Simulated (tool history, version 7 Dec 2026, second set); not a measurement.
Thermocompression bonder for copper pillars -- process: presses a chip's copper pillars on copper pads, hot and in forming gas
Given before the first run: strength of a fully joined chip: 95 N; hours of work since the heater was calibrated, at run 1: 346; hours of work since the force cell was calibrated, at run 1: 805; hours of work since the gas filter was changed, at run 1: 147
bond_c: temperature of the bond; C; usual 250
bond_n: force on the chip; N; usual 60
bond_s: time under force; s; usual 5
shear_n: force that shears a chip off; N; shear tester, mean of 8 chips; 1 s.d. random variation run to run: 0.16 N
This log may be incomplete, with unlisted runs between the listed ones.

run   hour  bond_c  bond_n  bond_s  hours of work since the heater was calibrated  hours of work since the force cell was calibrated  hours of work since the gas filter was changed  shear_n
  1      0     250      60       5                                            346                                                805                                             147     62.8
  2   11.9     250      60       5                                            354                                                812                                             155     62.7
  3   22.7     250      60       5                                            361                                                819                                             162     62.5
  4   38.1     250      60       5                                            371                                                829                                             171     62.4
  5   50.1     250      55       5                                            378                                                837                                             179       60
  6   64.9     250      76       5                                            388                                                846                                             189     69.3
  7   71.7     250      76       5                                            392                                                851                                             193     68.8
      77.4  -- forming gas filter changed
  8   81.1     245      60       5                                            398                                                856                                               2     60.2
  9   88.3     250      60       5                                            402                                                861                                               7     63.8
 10   97.5     250      60       5                                            408                                                867                                              13     63.9
 11  105.6     250      60      12                                            413                                                872                                              18     77.9
 12  118.2     250      60       5                                            421                                                880                                              26     63.9
 13  128.5     250      60       5                                            428                                                887                                              33     63.6
 14  136.4     250      60       5                                            433                                                892                                              38     63.3
 15  150.5     250      60       5                                            442                                                901                                              47     63.6
 16  164.5     250      60       5                                            451                                                910                                              56     63.4
 17  170.7     250      60       6                                            455                                                914                                              59     66.8
 18  181.6     250      60       6                                            462                                                920                                              66     66.6
 19  189.2     244      60       5                                            467                                                925                                              71       59
 20  198.8     250      60      15                                            473                                                931                                              77     80.2
 21  205.2     250      60      15                                            477                                                936                                              82     80.1
 22  217.3     250      60      15                                            485                                                943                                              89       80
 23  223.5     250      78       5                                            489                                                947                                              93     70.6
 24  237.2     250      78       5                                            497                                                956                                             102     70.5
 25  246.9     250      78       5                                            503                                                962                                             108     70.2
 26    259     240      72       4                                            511                                                970                                             116     57.4
 27  265.7     240      72       4                                            515                                                974                                             120     57.3
 28  272.7     240      72      10                                            520                                                979                                             125     72.7
 29  287.2     223      60       5                                            529                                                988                                             134     44.2
 30  296.4     223      57       7                                            535                                                994                                             140     48.2
 31  304.9     223      57       7                                            540                                                999                                             145     48.2
 32  312.3     221      57       4                                            545                                               1004                                             150       38
 33  323.1     280      44      10                                            552                                               1011                                             157     82.6
 34  335.7     280      44      10                                            560                                               1019                                             165     82.6
 35  346.2     280      44      10                                            567                                               1026                                             172     82.8
 36  359.8     248      60       4                                            576                                               1034                                             180     57.6
 37  373.4     248      60       4                                            584                                               1043                                             189     57.8
       385  -- forming gas filter changed
 38  385.3     262      60       8                                            591                                               1050                                               0     79.5
 39  392.4     262      60       8                                            596                                               1055                                               5     79.3
 40  403.1     248      64       9                                            603                                               1062                                              12     74.2
 41  411.6     248      64       9                                            608                                               1067                                              17     74.1

Here are 3 independent what-if runs from the current tool condition. What would each one return?
  A  422.3     250      60       5                                            615                                               1074                                              24        ?
  B  422.3     259      41      10                                            615                                               1074                                              24        ?
  C  422.3     248      81       9                                            615                                               1074                                              24        ?

run  shear_n
  A     64.2
  B     71.4
  C       80
What these runs would have given with no unlogged condition in the tool:
run  shear_n
  A       64
  B     71.3
  C       80

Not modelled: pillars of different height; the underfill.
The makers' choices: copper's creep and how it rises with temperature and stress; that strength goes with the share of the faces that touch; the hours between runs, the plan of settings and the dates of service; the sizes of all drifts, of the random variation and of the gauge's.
